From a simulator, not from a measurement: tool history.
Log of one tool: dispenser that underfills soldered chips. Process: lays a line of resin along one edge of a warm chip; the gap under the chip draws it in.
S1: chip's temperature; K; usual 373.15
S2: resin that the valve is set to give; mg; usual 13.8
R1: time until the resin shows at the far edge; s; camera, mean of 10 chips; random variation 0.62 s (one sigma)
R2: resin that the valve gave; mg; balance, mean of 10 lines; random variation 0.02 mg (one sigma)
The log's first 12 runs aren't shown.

run,hour,S1,S2,R1,R2
13,89.9,373.15,16.7,71.2,16.44
# hour 94.8: dispensing valve cleaned and set on the balance
# hour 97.3: new syringe of resin
14,100.6,373.15,12.5,60.4,12.4
15,105.4,373.15,12.5,68.6,12.43
16,110.2,380.15,13.8,59.8,13.69
# hour 112: new syringe of resin
17,117.8,380.15,13.8,52,13.64
18,123.5,380.15,13.8,60.3,13.61
# hour 127.3: new syringe of resin
19,132,380.15,13.8,50.4,13.55
20,140.1,358.15,14.8,137.7,14.51
# hour 142.1: new syringe of resin
21,150,385.15,14.9,45.1,14.56
# hour 156.9: new syringe of resin
# hour 159.9: dispensing valve cleaned and set on the balance
22,159.9,364.15,14.5,84.7,14.5
23,165.6,377.15,15.5,62.1,15.48
# hour 172.8: new syringe of resin
24,175.1,363.15,12.4,87.7,12.33
25,185.5,365.15,17.6,104.9,17.45
# hour 187.5: new syringe of resin
26,193.3,358.15,17.6,114.9,17.42
27,201.7,358.15,17.6,141.1,17.36
# hour 202.5: new syringe of resin
28,207,373.15,15.9,64.8,15.67
29,212,385.15,12.2,49.8,11.97
# hour 217.6: new syringe of resin
30,221.6,387.15,12.6,38.8,12.37
# hour 224.5: dispensing valve cleaned and set on the balance
31,229.1,387.15,12.6,47.1,12.57
# hour 233.5: new syringe of resin
32,235.8,377.15,14.3,52.6,14.23
33,240.9,377.15,14.3,60.7,14.2
34,245.7,387.15,16.9,48.6,16.78

4 ways to go on from here, each from the tool as it stands after run 34. What would each give?
# hour 248.2: new syringe of resin
A,253.3,373.15,15,?,?
# hour 248.2: new syringe of resin
B,253.3,382.15,16.8,?,?
# hour 248.2: new syringe of resin
C,253.3,372.15,12.6,?,?
# hour 248.2: new syringe of resin
D,253.3,387.15,17.5,?,?

run,R1,R2
A,65.9,14.84
B,47.8,16.59
C,69,12.47
D,40.4,17.29
Without the tool's hidden state the same runs would have given:
run,R1,R2
A,54.7,15.01
B,39.7,16.78
C,57.1,12.61
D,33.7,17.49

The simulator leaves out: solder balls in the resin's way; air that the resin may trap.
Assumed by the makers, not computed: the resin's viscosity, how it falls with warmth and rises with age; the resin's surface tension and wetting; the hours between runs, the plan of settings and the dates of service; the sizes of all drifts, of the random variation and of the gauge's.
